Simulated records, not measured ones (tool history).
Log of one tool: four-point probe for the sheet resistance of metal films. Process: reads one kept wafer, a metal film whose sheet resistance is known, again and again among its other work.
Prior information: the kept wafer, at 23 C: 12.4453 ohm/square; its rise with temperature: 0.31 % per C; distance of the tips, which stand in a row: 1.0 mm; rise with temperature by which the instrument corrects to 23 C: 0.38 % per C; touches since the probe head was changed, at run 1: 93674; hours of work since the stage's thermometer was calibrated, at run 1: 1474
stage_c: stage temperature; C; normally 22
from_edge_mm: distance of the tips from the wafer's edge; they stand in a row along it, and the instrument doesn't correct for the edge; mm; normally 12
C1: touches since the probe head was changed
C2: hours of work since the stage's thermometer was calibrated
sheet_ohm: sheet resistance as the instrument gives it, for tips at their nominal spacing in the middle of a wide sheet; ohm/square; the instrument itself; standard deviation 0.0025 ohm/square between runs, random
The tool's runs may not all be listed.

{"run": 1, "hour": 0.0, "stage_c": 22, "from_edge_mm": 12, "C1": 93674, "C2": 1474, "sheet_ohm": 12.63004}
{"run": 2, "hour": 59.1, "stage_c": 22, "from_edge_mm": 12, "C1": 95736, "C2": 1505, "sheet_ohm": 12.626754}
{"run": 3, "hour": 110.6, "stage_c": 22, "from_edge_mm": 12, "C1": 97532, "C2": 1533, "sheet_ohm": 12.635243}
{"run": 4, "hour": 164.7, "stage_c": 22, "from_edge_mm": 12, "C1": 99419, "C2": 1561, "sheet_ohm": 12.636834}
{"run": 5, "hour": 212.8, "stage_c": 22, "from_edge_mm": 12, "C1": 101100, "C2": 1587, "sheet_ohm": 12.643005}
{"hour": 219.6, "done": "stage's thermometer calibrated"}
{"run": 6, "hour": 279.0, "stage_c": 22, "from_edge_mm": 12, "C1": 103393, "C2": 32, "sheet_ohm": 12.638054}
{"run": 7, "hour": 328.6, "stage_c": 24, "from_edge_mm": 12, "C1": 105123, "C2": 58, "sheet_ohm": 12.619585}
{"run": 8, "hour": 398.6, "stage_c": 24, "from_edge_mm": 12, "C1": 107566, "C2": 95, "sheet_ohm": 12.62354}
{"run": 9, "hour": 468.1, "stage_c": 22, "from_edge_mm": 12, "C1": 109991, "C2": 132, "sheet_ohm": 12.650489}
{"run": 10, "hour": 532.1, "stage_c": 27, "from_edge_mm": 39, "C1": 112224, "C2": 166, "sheet_ohm": 12.564084}
{"hour": 559.7, "done": "stage's thermometer calibrated, once more"}
{"run": 11, "hour": 594.7, "stage_c": 26, "from_edge_mm": 18, "C1": 114391, "C2": 19, "sheet_ohm": 12.611606}
{"run": 12, "hour": 667.0, "stage_c": 30, "from_edge_mm": 3, "C1": 116912, "C2": 57, "sheet_ohm": 13.268386}
{"run": 13, "hour": 732.4, "stage_c": 30, "from_edge_mm": 3, "C1": 119195, "C2": 92, "sheet_ohm": 13.273509}
{"run": 14, "hour": 763.9, "stage_c": 28, "from_edge_mm": 4, "C1": 120295, "C2": 109, "sheet_ohm": 12.990357}
{"run": 15, "hour": 796.8, "stage_c": 31, "from_edge_mm": 9, "C1": 121443, "C2": 126, "sheet_ohm": 12.639815}
{"hour": 823.4, "done": "new probe head fitted"}
{"run": 16, "hour": 866.4, "stage_c": 30, "from_edge_mm": 55, "C1": 1499, "C2": 162, "sheet_ohm": 12.37724}
{"run": 17, "hour": 896.4, "stage_c": 30, "from_edge_mm": 55, "C1": 2548, "C2": 178, "sheet_ohm": 12.378199}

Below, some changes in sheet_ohm between adjacent runs. For each, the amount present without the hidden state too (settings, incoming material, random variation) and the amount remaining for the hidden state with gauge scatter not shared by both compared results:
What the log doesn't record here: inner tips' distance over the nominal, %; tips' flats over new ones', %; wafer's true temperature over the reading, C; drift of the gauge itself on sheet_ohm, %.
Run 11 -> 12: stage_c 26 -> 30, from_edge_mm 18 -> 3. sheet_ohm +0.65678 ohm/square: hidden state +0.012131, all else +0.644649.
Run 15 -> 16: stage_c 31 -> 30, from_edge_mm 9 -> 55, new probe head fitted. sheet_ohm -0.262575 ohm/square: hidden state -0.194989, all else -0.067586.
